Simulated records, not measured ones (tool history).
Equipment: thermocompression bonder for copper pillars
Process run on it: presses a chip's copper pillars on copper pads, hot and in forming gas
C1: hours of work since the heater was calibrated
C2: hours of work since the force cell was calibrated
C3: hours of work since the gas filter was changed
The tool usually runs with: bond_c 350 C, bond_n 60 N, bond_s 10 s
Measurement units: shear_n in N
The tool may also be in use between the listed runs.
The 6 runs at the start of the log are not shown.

run 7 hour=42.6 | bond_c=343 bond_n=60 bond_s=10 | C1=249 C2=107 C3=20 | shear_n=80.2
run 8 hour=47.0 | bond_c=343 bond_n=60 bond_s=10 | C1=251 C2=109 C3=22 | shear_n=81.0
run 9 hour=51.1 | bond_c=343 bond_n=60 bond_s=10 | C1=253 C2=111 C3=24 | shear_n=80.1
run 10 hour=58.9 | bond_c=343 bond_n=60 bond_s=10 | C1=256 C2=115 C3=28 | shear_n=79.6
run 11 hour=65.3 | bond_c=343 bond_n=60 bond_s=10 | C1=259 C2=118 C3=31 | shear_n=79.9
run 12 hour=72.7 | bond_c=350 bond_n=78 bond_s=10 | C1=263 C2=121 C3=34 | shear_n=100.5
run 13 hour=76.8 | bond_c=350 bond_n=78 bond_s=10 | C1=265 C2=123 C3=36 | shear_n=99.2
run 14 hour=82.8 | bond_c=350 bond_n=78 bond_s=10 | C1=267 C2=126 C3=39 | shear_n=99.3
run 15 hour=87.7 | bond_c=350 bond_n=60 bond_s=10 | C1=270 C2=128 C3=41 | shear_n=83.4
run 16 hour=92.3 | bond_c=342 bond_n=60 bond_s=10 | C1=272 C2=130 C3=44 | shear_n=79.5
run 17 hour=97.5 | bond_c=350 bond_n=60 bond_s=10 | C1=274 C2=133 C3=46 | shear_n=82.9
-- hour=100.0 heater calibrated with a thermocouple chip
run 18 hour=107.2 | bond_c=350 bond_n=60 bond_s=10 | C1=3 C2=136 C3=50 | shear_n=82.5
run 19 hour=114.6 | bond_c=350 bond_n=60 bond_s=10 | C1=7 C2=140 C3=53 | shear_n=86.3
run 20 hour=121.7 | bond_c=350 bond_n=60 bond_s=10 | C1=10 C2=143 C3=57 | shear_n=83.5
-- hour=127.1 heater calibrated with a thermocouple chip, once more
run 21 hour=130.2 | bond_c=366 bond_n=46 bond_s=10 | C1=1 C2=146 C3=60 | shear_n=79.6
run 22 hour=138.9 | bond_c=366 bond_n=46 bond_s=10 | C1=6 C2=150 C3=64 | shear_n=80.1

For run 23, what comes out?
run 23 hour=147.6 | bond_c=350 bond_n=36 bond_s=15 | C1=10 C2=155 C3=68 | shear_n=?

For run 23 the tool returned shear_n 63.8 N.
Were there no unlogged condition in the tool, this run, its random variation unchanged, would have produced shear_n 64.2 N.

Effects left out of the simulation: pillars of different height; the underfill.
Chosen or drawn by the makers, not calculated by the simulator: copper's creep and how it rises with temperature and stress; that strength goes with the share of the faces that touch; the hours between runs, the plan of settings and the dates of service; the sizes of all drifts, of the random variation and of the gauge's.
